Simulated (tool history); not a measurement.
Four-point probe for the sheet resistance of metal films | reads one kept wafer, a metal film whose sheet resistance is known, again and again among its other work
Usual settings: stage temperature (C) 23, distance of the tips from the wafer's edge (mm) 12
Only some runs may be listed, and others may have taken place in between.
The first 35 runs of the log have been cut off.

run,hour,stage temperature (C),distance of the tips from the wafer's edge (mm),touches since the probe head was changed,hours of work since the stage's thermometer was calibrated,sheet resistance as the instrument gives it (ohm/square)
36,459.6,24,43,7256,129,0.098787
37,470.3,20,14,7419,134,0.098885
38,478.6,32,10,7544,138,0.099575
39,489.6,32,10,7711,144,0.099559
40,507,32,10,7976,153,0.09955
41,516.4,32,10,8117,157,0.099548
42,533.7,19,8,8380,166,0.099408
43,548.9,30,69,8610,174,0.09896
44,559.2,30,69,8766,179,0.098955

Predict each of these 5 candidate next runs independently; none follows another, all start after run 44:
A,575.5,21,19,9014,187,?
B,575.5,23,35,9014,187,?
C,575.5,25,31,9014,187,?
D,575.5,22,4,9014,187,?
E,575.5,18,6,9014,187,?

run,sheet resistance as the instrument gives it (ohm/square)
A,0.098786
B,0.098773
C,0.09884
D,0.10189
E,0.099983
With the hidden condition removed and each run's random variation left untouched, the same runs would have given:
run,sheet resistance as the instrument gives it (ohm/square)
A,0.098772
B,0.098759
C,0.098826
D,0.101876
E,0.099968
